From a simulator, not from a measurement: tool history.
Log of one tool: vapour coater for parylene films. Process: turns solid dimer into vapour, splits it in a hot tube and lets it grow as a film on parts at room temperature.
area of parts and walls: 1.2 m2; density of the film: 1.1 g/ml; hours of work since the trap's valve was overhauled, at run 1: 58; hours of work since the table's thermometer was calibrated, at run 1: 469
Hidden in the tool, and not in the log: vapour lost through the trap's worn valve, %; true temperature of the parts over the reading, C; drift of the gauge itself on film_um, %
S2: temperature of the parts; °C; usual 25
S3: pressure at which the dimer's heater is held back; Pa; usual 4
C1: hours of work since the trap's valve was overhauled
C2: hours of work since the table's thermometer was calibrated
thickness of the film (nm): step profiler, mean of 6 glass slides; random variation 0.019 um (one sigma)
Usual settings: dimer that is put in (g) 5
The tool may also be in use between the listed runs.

{"run": 1, "hour": 0.0, "dimer that is put in (g)": 5, "S2": 25, "S3": 4, "C1": 58, "C2": 469, "thickness of the film (nm)": 2120}
{"run": 2, "hour": 14.0, "dimer that is put in (g)": 5, "S2": 25, "S3": 4, "C1": 69, "C2": 480, "thickness of the film (nm)": 2160}
{"run": 3, "hour": 24.5, "dimer that is put in (g)": 5, "S2": 25, "S3": 4, "C1": 78, "C2": 488, "thickness of the film (nm)": 2160}
{"run": 4, "hour": 36.8, "dimer that is put in (g)": 5, "S2": 25, "S3": 2.71, "C1": 87, "C2": 498, "thickness of the film (nm)": 2270}
{"run": 5, "hour": 55.5, "dimer that is put in (g)": 5, "S2": 25, "S3": 2.71, "C1": 102, "C2": 513, "thickness of the film (nm)": 2230}
{"run": 6, "hour": 67.9, "dimer that is put in (g)": 5, "S2": 31, "S3": 4, "C1": 112, "C2": 523, "thickness of the film (nm)": 1870}
{"run": 7, "hour": 83.2, "dimer that is put in (g)": 5, "S2": 31, "S3": 4, "C1": 124, "C2": 535, "thickness of the film (nm)": 1840}
{"run": 8, "hour": 95.1, "dimer that is put in (g)": 5, "S2": 23, "S3": 4, "C1": 133, "C2": 544, "thickness of the film (nm)": 2210}
{"run": 9, "hour": 108.7, "dimer that is put in (g)": 5, "S2": 23, "S3": 4, "C1": 144, "C2": 555, "thickness of the film (nm)": 2210}
{"run": 10, "hour": 120.3, "dimer that is put in (g)": 5, "S2": 23, "S3": 4, "C1": 153, "C2": 564, "thickness of the film (nm)": 2190}
{"run": 11, "hour": 135.5, "dimer that is put in (g)": 8, "S2": 25, "S3": 4, "C1": 165, "C2": 576, "thickness of the film (nm)": 3380}
{"run": 12, "hour": 148.4, "dimer that is put in (g)": 8, "S2": 25, "S3": 4, "C1": 176, "C2": 586, "thickness of the film (nm)": 3340}
{"run": 13, "hour": 157.1, "dimer that is put in (g)": 8, "S2": 25, "S3": 4, "C1": 182, "C2": 593, "thickness of the film (nm)": 3330}
{"run": 14, "hour": 166.4, "dimer that is put in (g)": 7, "S2": 25, "S3": 4, "C1": 190, "C2": 600, "thickness of the film (nm)": 2950}
{"run": 15, "hour": 178.0, "dimer that is put in (g)": 7, "S2": 25, "S3": 4.06, "C1": 199, "C2": 609, "thickness of the film (nm)": 2900}
{"run": 16, "hour": 191.3, "dimer that is put in (g)": 5, "S2": 25, "S3": 2.69, "C1": 209, "C2": 620, "thickness of the film (nm)": 2210}
{"run": 17, "hour": 201.1, "dimer that is put in (g)": 5, "S2": 25, "S3": 2.69, "C1": 217, "C2": 628, "thickness of the film (nm)": 2160}
{"run": 18, "hour": 217.8, "dimer that is put in (g)": 2, "S2": 25, "S3": 2.69, "C1": 230, "C2": 641, "thickness of the film (nm)": 880}
{"run": 19, "hour": 235.6, "dimer that is put in (g)": 5, "S2": 25, "S3": 4.06, "C1": 244, "C2": 655, "thickness of the film (nm)": 2050}
{"run": 20, "hour": 254.6, "dimer that is put in (g)": 5, "S2": 25, "S3": 4.06, "C1": 259, "C2": 670, "thickness of the film (nm)": 2040}
{"run": 21, "hour": 268.6, "dimer that is put in (g)": 5, "S2": 25, "S3": 4, "C1": 270, "C2": 681, "thickness of the film (nm)": 2030}
{"run": 22, "hour": 279.8, "dimer that is put in (g)": 5, "S2": 25, "S3": 4, "C1": 279, "C2": 690, "thickness of the film (nm)": 2040}
{"hour": 294.6, "done": "trap's valve overhauled"}
{"run": 23, "hour": 296.9, "dimer that is put in (g)": 5, "S2": 25, "S3": 4, "C1": 2, "C2": 700, "thickness of the film (nm)": 1980}
{"run": 24, "hour": 305.4, "dimer that is put in (g)": 7, "S2": 37, "S3": 4.57, "C1": 9, "C2": 707, "thickness of the film (nm)": 2050}
{"run": 25, "hour": 314.4, "dimer that is put in (g)": 7, "S2": 27, "S3": 4.57, "C1": 16, "C2": 714, "thickness of the film (nm)": 2560}
{"run": 26, "hour": 332.8, "dimer that is put in (g)": 7, "S2": 27, "S3": 4.57, "C1": 30, "C2": 728, "thickness of the film (nm)": 2550}
{"run": 27, "hour": 346.4, "dimer that is put in (g)": 7, "S2": 27, "S3": 4.57, "C1": 41, "C2": 739, "thickness of the film (nm)": 2550}
{"hour": 352.1, "done": "trap's valve overhauled, once more"}
{"run": 28, "hour": 364.6, "dimer that is put in (g)": 4, "S2": 19, "S3": 7.28, "C1": 10, "C2": 750, "thickness of the film (nm)": 1870}
{"run": 29, "hour": 383.6, "dimer that is put in (g)": 4, "S2": 19, "S3": 7.28, "C1": 25, "C2": 765, "thickness of the film (nm)": 1870}
{"run": 30, "hour": 393.5, "dimer that is put in (g)": 4, "S2": 33, "S3": 2.52, "C1": 33, "C2": 773, "thickness of the film (nm)": 1550}
{"run": 31, "hour": 405.9, "dimer that is put in (g)": 7, "S2": 33, "S3": 8.6, "C1": 42, "C2": 783, "thickness of the film (nm)": 2280}
{"run": 32, "hour": 419.5, "dimer that is put in (g)": 3, "S2": 22, "S3": 4, "C1": 53, "C2": 794, "thickness of the film (nm)": 1390}
{"run": 33, "hour": 432.2, "dimer that is put in (g)": 3, "S2": 22, "S3": 4, "C1": 63, "C2": 804, "thickness of the film (nm)": 1390}
{"run": 34, "hour": 444.4, "dimer that is put in (g)": 5, "S2": 20, "S3": 4, "C1": 73, "C2": 813, "thickness of the film (nm)": 2420}
{"run": 35, "hour": 458.3, "dimer that is put in (g)": 8, "S2": 26, "S3": 10.81, "C1": 84, "C2": 824, "thickness of the film (nm)": 2970}
{"run": 36, "hour": 474.3, "dimer that is put in (g)": 8, "S2": 26, "S3": 10.81, "C1": 97, "C2": 837, "thickness of the film (nm)": 2940}
{"run": 37, "hour": 484.8, "dimer that is put in (g)": 7, "S2": 30, "S3": 3.99, "C1": 105, "C2": 845, "thickness of the film (nm)": 2680}
{"run": 38, "hour": 497.3, "dimer that is put in (g)": 5, "S2": 25, "S3": 5.91, "C1": 115, "C2": 855, "thickness of the film (nm)": 2030}
{"run": 39, "hour": 516.9, "dimer that is put in (g)": 5, "S2": 25, "S3": 5.91, "C1": 130, "C2": 871, "thickness of the film (nm)": 2000}
{"run": 40, "hour": 535.4, "dimer that is put in (g)": 9, "S2": 27, "S3": 8.03, "C1": 145, "C2": 885, "thickness of the film (nm)": 3310}
{"run": 41, "hour": 545.1, "dimer that is put in (g)": 4, "S2": 32, "S3": 7.16, "C1": 152, "C2": 893, "thickness of the film (nm)": 1350}
{"run": 42, "hour": 564.1, "dimer that is put in (g)": 7, "S2": 24, "S3": 4, "C1": 167, "C2": 908, "thickness of the film (nm)": 2980}
{"run": 43, "hour": 573.8, "dimer that is put in (g)": 7, "S2": 24, "S3": 4, "C1": 175, "C2": 916, "thickness of the film (nm)": 3000}
{"run": 44, "hour": 582.1, "dimer that is put in (g)": 5, "S2": 22, "S3": 4, "C1": 182, "C2": 922, "thickness of the film (nm)": 2220}
{"run": 45, "hour": 590.4, "dimer that is put in (g)": 3, "S2": 36, "S3": 4, "C1": 188, "C2": 929, "thickness of the film (nm)": 980}
{"run": 46, "hour": 607.8, "dimer that is put in (g)": 4, "S2": 21, "S3": 6.86, "C1": 202, "C2": 942, "thickness of the film (nm)": 1710}

How the hidden state differs across the entries between the runs, from the last listed run before each to the first after it:
Between runs 22 and 23: trap's valve overhauled (hour 294.6)
  vapour lost through the trap's worn valve, %: 8.4 -> 12.1; true temperature of the parts over the reading, C: -0.44 -> -0.45
  measured less the result without the state, thickness of the film (nm): -160 -> -250
Between runs 27 and 28: trap's valve overhauled, once more (hour 352.1)
  vapour lost through the trap's worn valve, %: 13.3 -> 0.7; true temperature of the parts over the reading, C: -0.46 -> -0.47
  measured less the result without the state, thickness of the film (nm): -360 -> +10
